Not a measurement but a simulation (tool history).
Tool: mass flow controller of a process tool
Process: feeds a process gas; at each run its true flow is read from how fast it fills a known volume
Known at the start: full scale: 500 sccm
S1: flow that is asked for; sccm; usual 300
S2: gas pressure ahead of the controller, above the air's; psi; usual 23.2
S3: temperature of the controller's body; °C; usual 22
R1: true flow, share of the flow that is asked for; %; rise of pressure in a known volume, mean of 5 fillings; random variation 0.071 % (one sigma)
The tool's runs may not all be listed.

run 1 hour=0.0 | S1=300 S2=23.2 S3=22 | R1=99.63
run 2 hour=142.7 | S1=300 S2=23.2 S3=32 | R1=98.85
run 3 hour=270.5 | S1=300 S2=23.2 S3=22 | R1=99.87
run 4 hour=451.6 | S1=300 S2=23.2 S3=22 | R1=99.83
run 5 hour=600.7 | S1=300 S2=23.2 S3=22 | R1=100.16
run 6 hour=704.6 | S1=300 S2=23.2 S3=22 | R1=100.21
run 7 hour=880.5 | S1=300 S2=23.2 S3=22 | R1=100.35
run 8 hour=1035.8 | S1=300 S2=23.2 S3=22 | R1=100.49
run 9 hour=1181.1 | S1=300 S2=23.2 S3=22 | R1=100.46
run 10 hour=1359.6 | S1=300 S2=23.2 S3=22 | R1=100.52
run 11 hour=1496.7 | S1=300 S2=23.2 S3=22 | R1=100.89
run 12 hour=1684.2 | S1=300 S2=23.2 S3=22 | R1=100.98
run 13 hour=1866.8 | S1=300 S2=23.2 S3=22 | R1=100.94
run 14 hour=2017.6 | S1=300 S2=23.2 S3=22 | R1=100.94
run 15 hour=2115.7 | S1=300 S2=23.2 S3=22 | R1=101.22
run 16 hour=2286.6 | S1=300 S2=23.2 S3=22 | R1=101.07
run 17 hour=2402.3 | S1=300 S2=23.2 S3=22 | R1=101.31
run 18 hour=2482.9 | S1=127 S2=23.2 S3=22 | R1=100.68
run 19 hour=2622.7 | S1=300 S2=32.2 S3=22 | R1=101.01
run 20 hour=2707.0 | S1=88 S2=23.2 S3=22 | R1=100.66
run 21 hour=2793.7 | S1=88 S2=23.2 S3=22 | R1=100.64
run 22 hour=2913.6 | S1=300 S2=23.2 S3=27 | R1=101.25
run 23 hour=3067.0 | S1=300 S2=23.2 S3=27 | R1=101.35
run 24 hour=3208.8 | S1=300 S2=23.2 S3=27 | R1=101.33
run 25 hour=3319.1 | S1=206 S2=23.2 S3=27 | R1=101.02
run 26 hour=3491.9 | S1=206 S2=23.2 S3=27 | R1=101.16
run 27 hour=3650.9 | S1=293 S2=32.1 S3=22 | R1=101.65
run 28 hour=3776.5 | S1=72 S2=25.2 S3=34 | R1=100.19
run 29 hour=3871.9 | S1=294 S2=33.5 S3=37 | R1=100.62
run 30 hour=3962.0 | S1=62 S2=33.4 S3=25 | R1=100.65
run 31 hour=4071.3 | S1=62 S2=33.4 S3=25 | R1=100.67
run 32 hour=4227.4 | S1=62 S2=33.4 S3=25 | R1=100.91
-- hour=4368.2 gauge calibrated
run 33 hour=4400.2 | S1=300 S2=33.5 S3=28 | R1=98.74
run 34 hour=4493.6 | S1=300 S2=33.5 S3=28 | R1=98.76
run 35 hour=4675.6 | S1=300 S2=33.5 S3=28 | R1=99.01
run 36 hour=4837.0 | S1=97 S2=25.8 S3=28 | R1=98.51
run 37 hour=4957.6 | S1=66 S2=25.8 S3=25 | R1=98.74
run 38 hour=5105.7 | S1=94 S2=24.5 S3=21 | R1=99.39

Forecast run 39:
run 39 hour=5207.8 | S1=60 S2=26.3 S3=21 | R1=?

R1: 99.19 %
Without the tool's hidden state the same run would have given R1 98.63 %.
